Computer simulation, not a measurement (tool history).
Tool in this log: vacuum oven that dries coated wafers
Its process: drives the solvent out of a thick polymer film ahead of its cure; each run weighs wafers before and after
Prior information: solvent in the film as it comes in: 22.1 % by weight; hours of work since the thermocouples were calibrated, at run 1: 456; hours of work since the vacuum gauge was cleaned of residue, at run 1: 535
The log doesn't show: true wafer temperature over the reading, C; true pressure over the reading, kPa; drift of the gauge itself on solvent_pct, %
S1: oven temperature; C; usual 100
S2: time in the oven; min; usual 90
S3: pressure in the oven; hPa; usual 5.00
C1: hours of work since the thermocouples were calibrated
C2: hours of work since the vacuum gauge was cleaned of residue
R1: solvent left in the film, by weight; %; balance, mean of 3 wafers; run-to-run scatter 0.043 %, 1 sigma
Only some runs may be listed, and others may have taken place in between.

run     day   S1   S2     S3   C1   C2    R1
  1   0.000  100   90   5.00  456  535  1.06
  2   1.079  100   90   5.00  466  546  1.02
  3   2.221  100   55   5.00  478  557  2.65
  4   2.967  100   55   5.00  485  564  2.69
  5   4.117  100   90  14.19  496  576  1.53
  6   5.692  100   90   5.00  512  591  0.97
  7   6.588   98   61   5.00  520  600  2.75
  8   8.150   98   61   5.00  536  615  2.80
  9   9.979  100   56   5.00  554  633  2.52
 10  10.983  100   56   5.00  564  643  2.51
 11  12.383  100   48   4.65  577  657  3.23
 12  13.983   90  159   5.00  593  673  1.40

Each row is a separate what-if for the run after 12, all from the same tool condition, not one after another. Results?
  A  14.817   88   67  4.38  601  681   ?
  B  14.817   90  127  7.21  601  681   ?
  C  14.817  108  152  3.74  601  681   ?

run    R1
  A  6.00
  B  2.21
  C  0.34
With the hidden condition removed and each run's random variation left untouched, the same runs would have given:
run    R1
  A  6.32
  B  2.31
  C  0.23
